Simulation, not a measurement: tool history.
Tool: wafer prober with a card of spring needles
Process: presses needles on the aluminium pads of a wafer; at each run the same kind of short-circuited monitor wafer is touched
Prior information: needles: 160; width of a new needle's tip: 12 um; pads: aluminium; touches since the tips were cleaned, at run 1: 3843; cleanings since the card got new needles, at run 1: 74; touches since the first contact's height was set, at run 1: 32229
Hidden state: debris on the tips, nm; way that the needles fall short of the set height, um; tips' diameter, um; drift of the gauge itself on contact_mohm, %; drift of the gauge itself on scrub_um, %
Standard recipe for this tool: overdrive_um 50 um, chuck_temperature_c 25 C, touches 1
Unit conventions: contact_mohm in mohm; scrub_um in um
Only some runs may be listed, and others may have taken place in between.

| run | hour | overdrive_um | chuck_temperature_c | touches | touches since the tips were cleaned | cleanings since the card got new needles | touches since the first contact's height was set | contact_mohm | scrub_um |
|---|---|---|---|---|---|---|---|---|---|
| 1 | 0 | 50 | 25 | 1 | 3843 | 74 | 32229 | 345 | 12.04 |
|  | 5.4 | tips cleaned on abrasive film |
|  | 16.2 | tips cleaned on abrasive film |
|  | 27 | tips cleaned on abrasive film |
|  | 37.8 | tips cleaned on abrasive film |
| 2 | 41 | 50 | 25 | 1 | 1786 | 78 | 54932 | 301 | 11.96 |
|  | 49.1 | tips cleaned on abrasive film |
|  | 59.9 | tips cleaned on abrasive film |
|  | 73.3 | tips cleaned on abrasive film |
|  | 86.8 | tips cleaned on abrasive film |
| 3 | 89.2 | 50 | 25 | 1 | 1353 | 82 | 81673 | 302 | 11.87 |
|  | 99.9 | tips cleaned on abrasive film |
|  | 102.9 | height of the first contact set anew |
|  | 113.6 | tips cleaned on abrasive film |
| 4 | 118.9 | 50 | 25 | 1 | 2951 | 84 | 8866 | 347 | 11.78 |
|  | 127 | tips cleaned on abrasive film |
|  | 137.8 | tips cleaned on abrasive film |
|  | 150.8 | tips cleaned on abrasive film |
| 5 | 152.9 | 50 | 25 | 1 | 1200 | 87 | 27759 | 280 | 11.77 |
|  | 163.5 | tips cleaned on abrasive film |
|  | 176.9 | tips cleaned on abrasive film |
|  | 187.6 | tips cleaned on abrasive film |
|  | 193.3 | height of the first contact set anew, once more |
|  | 198.7 | tips cleaned on abrasive film |
| 6 | 201.6 | 50 | 25 | 1 | 1585 | 91 | 4574 | 292 | 12.11 |
|  | 211.9 | tips cleaned on abrasive film |
|  | 225.1 | tips cleaned on abrasive film |
| 7 | 228.2 | 50 | 25 | 1 | 1720 | 93 | 19361 | 318 | 12.13 |
|  | 236 | tips cleaned on abrasive film |
|  | 249.3 | tips cleaned on abrasive film |
|  | 261.5 | tips cleaned on abrasive film |
| 8 | 261.5 | 50 | 90 | 1 | 0 | 96 | 37858 | 218 | 12.03 |
|  | 274.9 | tips cleaned on abrasive film |
|  | 288.2 | tips cleaned on abrasive film |
| 9 | 294.1 | 50 | 90 | 1 | 3280 | 98 | 55940 | 357 | 12.04 |
|  | 299.5 | tips cleaned on abrasive film |
|  | 313 | tips cleaned on abrasive film |
|  | 324.7 | tips cleaned on abrasive film |
| 10 | 324.7 | 50 | 42 | 1 | 0 | 101 | 72929 | 215 | 11.97 |
|  | 337.6 | tips cleaned on abrasive film |
|  | 349.5 | tips cleaned on abrasive film |
| 11 | 349.5 | 50 | 25 | 2 | 0 | 103 | 86660 | 201 | 11.94 |
|  | 355.1 | height of the first contact set anew |
|  | 363.2 | tips cleaned on abrasive film |
|  | 376.5 | tips cleaned on abrasive film |
|  | 387.3 | tips cleaned on abrasive film |
|  | 400.4 | tips cleaned on abrasive film |
| 12 | 400.4 | 50 | 63 | 1 | 0 | 107 | 25135 | 221 | 12.01 |
|  | 413.8 | tips cleaned on abrasive film |
|  | 424.5 | tips cleaned on abrasive film |
|  | 435.3 | tips cleaned on abrasive film |
| 13 | 444.5 | 50 | 63 | 1 | 5144 | 110 | 49633 | 385 | 11.98 |
|  | 447 | tips cleaned on abrasive film |
|  | 460.3 | tips cleaned on abrasive film |
|  | 471 | tips cleaned on abrasive film |
|  | 484.2 | tips cleaned on abrasive film |
| 14 | 487.7 | 50 | 63 | 1 | 1927 | 114 | 73564 | 314 | 11.97 |
|  | 495.4 | tips cleaned on abrasive film |
|  | 508.8 | tips cleaned on abrasive film |
|  | 514.4 | height of the first contact set anew |
| 15 | 519.1 | 50 | 63 | 1 | 5613 | 116 | 2626 | 386 | 12.06 |
|  | 521.7 | tips cleaned on abrasive film |
|  | 532.5 | tips cleaned on abrasive film |
|  | 543.7 | tips cleaned on abrasive film |
| 16 | 543.7 | 62 | 75 | 1 | 0 | 119 | 16201 | 215 | 14.87 |
|  | 556.8 | tips cleaned on abrasive film |
|  | 567.5 | tips cleaned on abrasive film |
|  | 578.3 | tips cleaned on abrasive film |
|  | 589.1 | tips cleaned on abrasive film |
| 17 | 590.6 | 62 | 75 | 1 | 851 | 123 | 42229 | 250 | 14.89 |
|  | 601.4 | tips cleaned on abrasive film |
|  | 612.2 | tips cleaned on abrasive film |
| 18 | 615.8 | 31 | 80 | 3 | 2001 | 125 | 56183 | 324 | 7.32 |
|  | 623.9 | tips cleaned on abrasive film |
|  | 634.7 | tips cleaned on abrasive film |
| 19 | 643.8 | 31 | 80 | 3 | 5104 | 127 | 71747 | 375 | 7.39 |
|  | 646.5 | tips cleaned on abrasive film |
|  | 657.3 | tips cleaned on abrasive film |
|  | 668.1 | tips cleaned on abrasive film |
|  | 676.1 | height of the first contact set anew |
|  | 681.5 | tips cleaned on abrasive film |
| 20 | 687.1 | 50 | 31 | 3 | 3092 | 131 | 6080 | 249 | 12.12 |
|  | 692.5 | tips cleaned on abrasive film |
|  | 703.3 | tips cleaned on abrasive film |
|  | 714.2 | tips cleaned on abrasive film |
| 21 | 714.2 | 68 | 35 | 1 | 0 | 134 | 21091 | 202 | 16.31 |
|  | 725 | tips cleaned on abrasive film |
|  | 735.8 | tips cleaned on abrasive film |
|  | 749.2 | tips cleaned on abrasive film |
| 22 | 753.1 | 67 | 25 | 1 | 2153 | 137 | 42667 | 271 | 16.2 |
|  | 761.2 | tips cleaned on abrasive film |
|  | 771.9 | tips cleaned on abrasive film |
| 23 | 775.4 | 67 | 25 | 1 | 1952 | 139 | 55073 | 276 | 16.15 |
|  | 783.5 | tips cleaned on abrasive film |
|  | 794.3 | tips cleaned on abrasive film |
|  | 807.7 | tips cleaned on abrasive film |
| 24 | 808.9 | 50 | 40 | 1 | 694 | 142 | 73641 | 262 | 11.94 |
|  | 819.5 | tips cleaned on abrasive film |
|  | 832.7 | tips cleaned on abrasive film |
|  | 835.6 | height of the first contact set anew |
| 25 | 835.9 | 50 | 40 | 1 | 1640 | 144 | 167 | 331 | 12.09 |
|  | 843.8 | tips cleaned on abrasive film |
|  | 854.6 | tips cleaned on abrasive film |
| 26 | 862.1 | 35 | 81 | 2 | 4191 | 146 | 14687 | 413 | 8.41 |
|  | 867.5 | tips cleaned on abrasive film |
|  | 880.9 | tips cleaned on abrasive film |
|  | 891.7 | tips cleaned on abrasive film |
| 27 | 896.6 | 39 | 40 | 1 | 2698 | 149 | 33813 | 476 | 9.35 |

What will run 28 give?
|  | 904.7 | tips cleaned on abrasive film |
|  | 915.4 | tips cleaned on abrasive film |
|  | 926.2 | tips cleaned on abrasive film |
|  | 937 | tips cleaned on abrasive film |
| 28 | 937 | 39 | 58 | 2 | 0 | 153 | 56231 | ? | ? |

contact_mohm: 235 mohm
scrub_um: 9.32 um
With the hidden condition absent and the run-to-run variation left alone, this run would have shown contact_mohm 208 mohm, scrub_um 9.43 um.
